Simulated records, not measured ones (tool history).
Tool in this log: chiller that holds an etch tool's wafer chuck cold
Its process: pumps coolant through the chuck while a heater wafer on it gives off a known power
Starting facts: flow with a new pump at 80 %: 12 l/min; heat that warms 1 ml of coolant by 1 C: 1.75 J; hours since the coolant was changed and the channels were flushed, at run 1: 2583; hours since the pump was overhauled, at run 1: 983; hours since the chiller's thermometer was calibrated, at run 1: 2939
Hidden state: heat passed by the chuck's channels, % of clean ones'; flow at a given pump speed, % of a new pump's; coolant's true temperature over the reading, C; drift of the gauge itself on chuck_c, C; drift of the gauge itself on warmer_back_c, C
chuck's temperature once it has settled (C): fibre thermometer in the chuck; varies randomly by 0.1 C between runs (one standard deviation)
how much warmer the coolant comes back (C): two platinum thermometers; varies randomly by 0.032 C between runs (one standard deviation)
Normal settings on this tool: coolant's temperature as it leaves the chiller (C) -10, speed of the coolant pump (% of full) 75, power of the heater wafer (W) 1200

run	hour	coolant's temperature as it leaves the chiller (C)	speed of the coolant pump (% of full)	power of the heater wafer (W)	hours since the coolant was changed and the channels were flushed	hours since the pump was overhauled	hours since the chiller's thermometer was calibrated	chuck's temperature once it has settled (C)	how much warmer the coolant comes back (C)
1	0	-10	75	1200	2583	983	2939	-1.5	3.7
2	59	-10	75	1297	2642	1042	2998	-0.6	4.02
3	101.8	-10	75	1297	2685	1085	3040	-0.8	4.01
4	144	-10	75	1297	2727	1127	3083	-0.9	4.03
5	200.6	-10	75	1200	2784	1184	3139	-1.6	3.77
6	262.8	-10	62	1200	2846	1246	3201	0.2	4.61
7	293.5	-10	72	1200	2877	1277	3232	-1.2	3.93
8	360.1	-10	72	983	2943	1343	3299	-2.7	3.2
9	401	-10	75	871	2984	1384	3340	-3.9	2.72
10	454.5	-10	75	871	3038	1438	3393	-3.9	2.79
11	517.1	-12	75	1200	3100	1500	3456	-3.6	3.76
# hour 542: chiller's thermometer calibrated
12	569.5	-14	75	1200	3152	1552	27	-5	3.73
13	630.8	-14	75	1200	3213	1613	89	-4.8	3.81
14	694.4	-3	75	1172	3276	1677	152	5.9	3.71
15	728	-13	75	1200	3310	1710	186	-3.9	3.76
16	788.2	-13	75	678	3370	1771	246	-7.9	2.19
17	827.9	-13	75	678	3410	1810	286	-7.9	2.14
18	867.9	-15	75	1430	3450	1850	326	-4.3	4.54
19	908.8	-15	75	1430	3491	1891	367	-4.1	4.51

Predict each of these 5 candidate next runs independently; none follows another, all start after run 19:
A	937.2	-19	87	947	3519	1920	395	?	?
B	937.2	-14	68	897	3519	1920	395	?	?
C	937.2	-7	75	1430	3519	1920	395	?	?
D	937.2	-10	75	1151	3519	1920	395	?	?
E	937.2	-13	75	1200	3519	1920	395	?	?

run	chuck's temperature once it has settled (C)	how much warmer the coolant comes back (C)
A	-12.6	2.53
B	-6.5	3.11
C	3.9	4.52
D	-1.3	3.69
E	-3.9	3.82
With no hidden state in the tool, these same runs would have given:
run	chuck's temperature once it has settled (C)	how much warmer the coolant comes back (C)
A	-13.2	2.45
B	-7.2	3.01
C	2.9	4.37
D	-2.1	3.57
E	-4.8	3.69
